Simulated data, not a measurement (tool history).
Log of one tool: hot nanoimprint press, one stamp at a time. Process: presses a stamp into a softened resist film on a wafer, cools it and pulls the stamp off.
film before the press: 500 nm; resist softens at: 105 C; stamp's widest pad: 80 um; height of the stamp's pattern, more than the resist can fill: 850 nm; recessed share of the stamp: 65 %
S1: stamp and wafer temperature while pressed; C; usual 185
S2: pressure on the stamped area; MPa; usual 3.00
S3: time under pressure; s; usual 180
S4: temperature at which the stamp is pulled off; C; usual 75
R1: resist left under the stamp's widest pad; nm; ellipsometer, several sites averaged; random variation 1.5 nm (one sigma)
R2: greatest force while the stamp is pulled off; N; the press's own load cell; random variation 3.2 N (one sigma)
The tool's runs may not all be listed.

run     day   S1    S2   S3  S4     R1   R2
  1   0.000  185  3.00  180  75  244.0  170
  2   0.571  185  3.00  180  77  242.3  160
  3   1.192  185  3.00  180  77  244.1  164
      2.171  -- stamp cleaned and given a new release coat
  4   2.338  185  3.00  180  77  245.9  149
  5   3.175  185  3.59  180  75  228.8  156
  6   4.083  185  1.83  180  75  294.3  159
  7   4.800  185  1.83  180  75  295.4  158
  8   5.208  185  1.83  180  75  296.1  157
  9   5.642  185  1.83  180  75  289.1  161
 10   6.350  185  1.83  180  75  293.3  160
 11   7.017  181  3.00  111  75  317.7  159
 12   7.658  185  3.00  188  62  241.2  223
 13   8.650  185  3.96  131  75  250.6  158
 14   9.558  179  4.27  114  82  299.0  129
 15  10.492  188  3.00  180  75  227.9  161
 16  10.967  174  3.00  180  75  327.9  166
 17  11.571  174  3.00  180  75  325.5  165
 18  12.142  182  2.45  163  75  297.5  171
 19  12.758  188  3.00  277  75  192.2  169
 20  13.483  182  2.87  193  63  264.4  231

Forecast each of these 4 alternatives for the next run:
  A  14.100  182  2.87  193  69   ?   ?
  B  14.100  191  2.87  273  63   ?   ?
  C  14.100  182  2.87  319  76   ?   ?
  D  14.100  182  2.79  219  81   ?   ?

run     R1   R2
  A  264.2  198
  B  180.2  226
  C  220.7  168
  D  258.0  136
Without the tool's hidden state the same runs would have given:
run     R1   R2
  A  257.8  180
  B  175.3  207
  C  214.7  152
  D  251.7  124

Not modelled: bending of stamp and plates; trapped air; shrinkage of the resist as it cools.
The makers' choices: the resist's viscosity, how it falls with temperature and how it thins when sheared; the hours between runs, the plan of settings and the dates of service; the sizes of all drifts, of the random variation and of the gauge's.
